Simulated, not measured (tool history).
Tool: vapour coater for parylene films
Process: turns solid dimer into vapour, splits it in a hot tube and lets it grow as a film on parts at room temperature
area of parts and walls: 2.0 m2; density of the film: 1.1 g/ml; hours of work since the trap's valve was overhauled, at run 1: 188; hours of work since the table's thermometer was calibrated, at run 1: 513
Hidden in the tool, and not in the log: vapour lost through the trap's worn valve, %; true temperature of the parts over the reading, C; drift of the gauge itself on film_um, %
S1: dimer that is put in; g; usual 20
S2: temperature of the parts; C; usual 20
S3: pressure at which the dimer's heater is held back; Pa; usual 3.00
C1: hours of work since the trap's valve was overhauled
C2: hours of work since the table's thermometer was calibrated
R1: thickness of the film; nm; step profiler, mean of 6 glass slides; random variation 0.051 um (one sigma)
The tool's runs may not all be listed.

| run | hour | S1 | S2 | S3 | C1 | C2 | R1 |
|---|---|---|---|---|---|---|---|
| 1 | 0.0 | 20 | 20 | 3.00 | 188 | 513 | 6110 |
| 2 | 24.6 | 20 | 20 | 3.00 | 206 | 530 | 6040 |
| 3 | 44.2 | 20 | 20 | 3.00 | 220 | 545 | 6180 |
| 4 | 67.5 | 20 | 20 | 3.00 | 237 | 561 | 6090 |
| 5 | 88.4 | 20 | 20 | 3.00 | 252 | 577 | 6080 |
| 6 | 99.2 | 20 | 15 | 3.00 | 260 | 584 | 6850 |
|  | 120.9 | trap's valve overhauled |
| 7 | 121.5 | 20 | 15 | 3.00 | 0 | 598 | 7200 |
| 8 | 142.8 | 28 | 20 | 3.00 | 16 | 613 | 8830 |
| 9 | 158.8 | 20 | 20 | 3.00 | 27 | 625 | 6380 |
| 10 | 183.9 | 20 | 20 | 3.00 | 45 | 643 | 6310 |
| 11 | 199.1 | 20 | 20 | 5.01 | 56 | 654 | 5840 |
| 12 | 212.5 | 20 | 20 | 3.00 | 66 | 663 | 6280 |
| 13 | 227.4 | 20 | 20 | 2.98 | 77 | 674 | 6240 |
| 14 | 248.8 | 20 | 20 | 2.98 | 92 | 689 | 6240 |
| 15 | 264.0 | 20 | 20 | 2.98 | 103 | 700 | 6180 |
| 16 | 283.9 | 20 | 20 | 2.98 | 118 | 715 | 6280 |
| 17 | 306.3 | 20 | 20 | 3.00 | 134 | 731 | 6250 |
| 18 | 324.9 | 20 | 20 | 2.06 | 147 | 744 | 6550 |
| 19 | 341.9 | 20 | 20 | 3.00 | 160 | 757 | 6200 |
| 20 | 360.7 | 20 | 20 | 3.00 | 173 | 770 | 6150 |
| 21 | 375.5 | 20 | 13 | 3.00 | 184 | 781 | 7300 |
| 22 | 393.6 | 20 | 13 | 3.00 | 197 | 794 | 7250 |
| 23 | 416.7 | 20 | 13 | 3.00 | 214 | 811 | 7280 |
| 24 | 431.3 | 8 | 14 | 4.83 | 224 | 821 | 2630 |
| 25 | 445.9 | 16 | 14 | 11.22 | 235 | 832 | 4530 |
| 26 | 464.9 | 28 | 19 | 6.76 | 248 | 846 | 7540 |
| 27 | 477.5 | 28 | 28 | 6.76 | 257 | 855 | 6030 |
|  | 501.2 | trap's valve overhauled |
| 28 | 501.2 | 12 | 24 | 3.53 | 0 | 869 | 3410 |
| 29 | 525.7 | 12 | 24 | 3.53 | 18 | 887 | 3350 |
| 30 | 548.6 | 12 | 27 | 3.53 | 34 | 903 | 3100 |
| 31 | 562.0 | 20 | 27 | 5.62 | 44 | 913 | 4760 |
| 32 | 575.2 | 16 | 27 | 4.26 | 53 | 922 | 4010 |
| 33 | 586.0 | 31 | 20 | 4.23 | 61 | 930 | 9250 |
| 34 | 611.5 | 31 | 20 | 4.23 | 80 | 949 | 9310 |
| 35 | 622.1 | 10 | 25 | 3.00 | 87 | 956 | 2850 |
| 36 | 640.8 | 10 | 25 | 3.00 | 101 | 970 | 2770 |
| 37 | 652.1 | 15 | 26 | 2.02 | 109 | 978 | 4260 |
| 38 | 670.5 | 15 | 26 | 2.02 | 122 | 991 | 4240 |
| 39 | 694.2 | 15 | 27 | 2.02 | 139 | 1008 | 4130 |
| 40 | 715.0 | 15 | 21 | 11.28 | 154 | 1023 | 3650 |
| 41 | 738.4 | 26 | 21 | 11.28 | 171 | 1040 | 6330 |
| 42 | 757.9 | 10 | 14 | 5.97 | 185 | 1054 | 3210 |
| 43 | 781.2 | 16 | 23 | 11.19 | 202 | 1071 | 3650 |
| 44 | 793.6 | 9 | 22 | 10.62 | 211 | 1080 | 2090 |
| 45 | 807.7 | 9 | 22 | 10.62 | 221 | 1090 | 2100 |
| 46 | 822.8 | 8 | 29 | 7.49 | 232 | 1101 | 1660 |

Measured less the same run without the tool's hidden state. The same run-to-run variation is in both; the gauge's scatter may not be:
| run | R1 |
|---|---|
| 1 | -260 |
| 2 | -290 |
| 3 | -320 |
| 4 | -340 |
| 5 | -350 |
| 6 | -420 |
| 7 | +0 |
| 8 | -20 |
| 9 | -30 |
| 10 | -60 |
| 11 | -70 |
| 12 | -90 |
| 13 | -110 |
| 14 | -120 |
| 15 | -140 |
| 16 | -160 |
| 17 | -180 |
| 18 | -220 |
| 19 | -220 |
| 20 | -240 |
| 21 | -310 |
| 22 | -320 |
| 23 | -360 |
| 24 | -140 |
| 25 | -250 |
| 26 | -440 |
| 27 | -370 |
| 28 | +20 |
| 29 | +0 |
| 30 | -10 |
| 31 | -20 |
| 32 | -20 |
| 33 | -80 |
| 34 | -120 |
| 35 | -40 |
| 36 | -50 |
| 37 | -80 |
| 38 | -100 |
| 39 | -110 |
| 40 | -110 |
| 41 | -220 |
| 42 | -120 |
| 43 | -150 |
| 44 | -90 |
| 45 | -100 |
| 46 | -80 |

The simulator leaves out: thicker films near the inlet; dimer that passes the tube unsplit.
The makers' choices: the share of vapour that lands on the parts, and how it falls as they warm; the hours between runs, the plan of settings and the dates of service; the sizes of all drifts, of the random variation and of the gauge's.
